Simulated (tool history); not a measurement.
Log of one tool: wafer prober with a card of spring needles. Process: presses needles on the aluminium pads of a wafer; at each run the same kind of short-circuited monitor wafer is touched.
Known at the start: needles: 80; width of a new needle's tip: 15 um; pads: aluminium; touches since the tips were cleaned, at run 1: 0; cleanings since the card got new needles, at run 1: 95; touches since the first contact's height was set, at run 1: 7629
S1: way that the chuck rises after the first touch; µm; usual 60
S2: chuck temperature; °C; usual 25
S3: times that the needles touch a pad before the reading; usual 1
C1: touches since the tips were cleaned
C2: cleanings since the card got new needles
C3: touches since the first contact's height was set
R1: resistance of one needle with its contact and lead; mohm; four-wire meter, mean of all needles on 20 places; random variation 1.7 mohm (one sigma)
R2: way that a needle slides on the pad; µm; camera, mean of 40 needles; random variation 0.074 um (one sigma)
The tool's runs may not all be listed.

run	hour	S1	S2	S3	C1	C2	C3	R1	R2
1	0.0	60	25	1	0	95	7629	179	14.43
# hour 9.2: tips cleaned on abrasive film
# hour 17.5: tips cleaned on abrasive film
# hour 26.8: tips cleaned on abrasive film
2	29.7	60	25	1	742	98	14970	179	14.51
# hour 35.0: tips cleaned on abrasive film
# hour 43.4: tips cleaned on abrasive film
3	44.8	60	25	2	332	100	18664	178	14.69
# hour 51.9: tips cleaned on abrasive film
# hour 60.5: tips cleaned on abrasive film
4	66.9	60	76	1	1600	102	24135	186	14.46
# hour 68.8: tips cleaned on abrasive film
# hour 77.3: tips cleaned on abrasive film
5	79.9	60	76	2	664	104	27330	193	14.49
# hour 85.2: tips cleaned on abrasive film
# hour 93.6: tips cleaned on abrasive film
6	93.6	60	76	2	0	106	30683	194	14.37
# hour 102.5: tips cleaned on abrasive film
7	109.7	60	76	2	1791	107	34668	190	14.35
# hour 111.2: tips cleaned on abrasive film
# hour 118.6: tips cleaned on abrasive film
# hour 127.1: tips cleaned on abrasive film
8	132.1	60	76	2	1256	110	40200	186	14.36
# hour 135.8: tips cleaned on abrasive film
# hour 144.6: tips cleaned on abrasive film
# hour 153.0: tips cleaned on abrasive film
# hour 160.6: tips cleaned on abrasive film
9	160.6	60	25	2	0	114	47204	176	14.64
# hour 168.0: tips cleaned on abrasive film
# hour 176.9: tips cleaned on abrasive film
10	177.3	60	25	2	84	116	51299	178	14.43
# hour 184.7: tips cleaned on abrasive film
# hour 193.9: tips cleaned on abrasive film
11	194.9	60	95	1	251	118	55652	192	14.68
# hour 202.3: tips cleaned on abrasive film
# hour 210.9: tips cleaned on abrasive film
# hour 219.8: tips cleaned on abrasive film
12	224.8	60	95	1	1248	121	63027	194	14.43
# hour 228.5: tips cleaned on abrasive film
# hour 237.2: tips cleaned on abrasive film
13	240.3	60	25	2	751	123	66830	178	14.59
# hour 245.8: tips cleaned on abrasive film
# hour 254.6: tips cleaned on abrasive film
14	255.1	60	25	2	120	125	70487	176	14.42
# hour 263.6: tips cleaned on abrasive film
# hour 272.9: tips cleaned on abrasive film
# hour 282.1: tips cleaned on abrasive film
15	286.0	60	25	2	965	128	78104	177	14.71
# hour 289.7: tips cleaned on abrasive film
# hour 298.8: tips cleaned on abrasive film
# hour 307.6: tips cleaned on abrasive film
16	313.6	60	25	2	1493	131	84918	177	14.46
# hour 315.5: tips cleaned on abrasive film
# hour 324.5: tips cleaned on abrasive film
17	327.6	60	37	1	787	133	88365	181	14.49
# hour 332.8: tips cleaned on abrasive film
# hour 340.5: tips cleaned on abrasive film
18	342.2	80	45	1	420	135	91950	177	19.27
# hour 349.1: tips cleaned on abrasive film
# hour 357.7: tips cleaned on abrasive film
# hour 366.9: tips cleaned on abrasive film
19	369.6	46	81	1	676	138	98710	197	11.05
# hour 375.1: tips cleaned on abrasive film
# hour 384.2: tips cleaned on abrasive film
# hour 393.4: tips cleaned on abrasive film
20	394.8	62	99	2	340	141	104906	192	15.19
# hour 401.7: tips cleaned on abrasive film
# hour 410.3: tips cleaned on abrasive film
21	416.0	60	64	1	1433	143	110147	186	14.38
# hour 419.2: tips cleaned on abrasive film
# hour 428.2: tips cleaned on abrasive film
22	435.5	60	64	1	1798	145	114948	188	14.51
# hour 437.4: tips cleaned on abrasive film
# hour 446.2: tips cleaned on abrasive film
# hour 455.2: tips cleaned on abrasive film
23	456.9	60	64	1	420	148	120209	185	14.45

Forecast each of these 4 alternatives for the next run:
# hour 464.1: tips cleaned on abrasive film
# hour 472.4: tips cleaned on abrasive film
A	477.6	68	25	1	1281	150	125326	?	?
# hour 464.1: tips cleaned on abrasive film
# hour 472.4: tips cleaned on abrasive film
B	477.6	60	97	2	1281	150	125326	?	?
# hour 464.1: tips cleaned on abrasive film
# hour 472.4: tips cleaned on abrasive film
C	477.6	48	81	1	1281	150	125326	?	?
# hour 464.1: tips cleaned on abrasive film
# hour 472.4: tips cleaned on abrasive film
D	477.6	49	25	2	1281	150	125326	?	?

run	R1	R2
A	174	16.42
B	193	14.38
C	202	11.57
D	182	11.84
Without the tool's hidden state the same runs would have given:
run	R1	R2
A	174	16.42
B	193	14.39
C	201	11.58
D	182	11.84
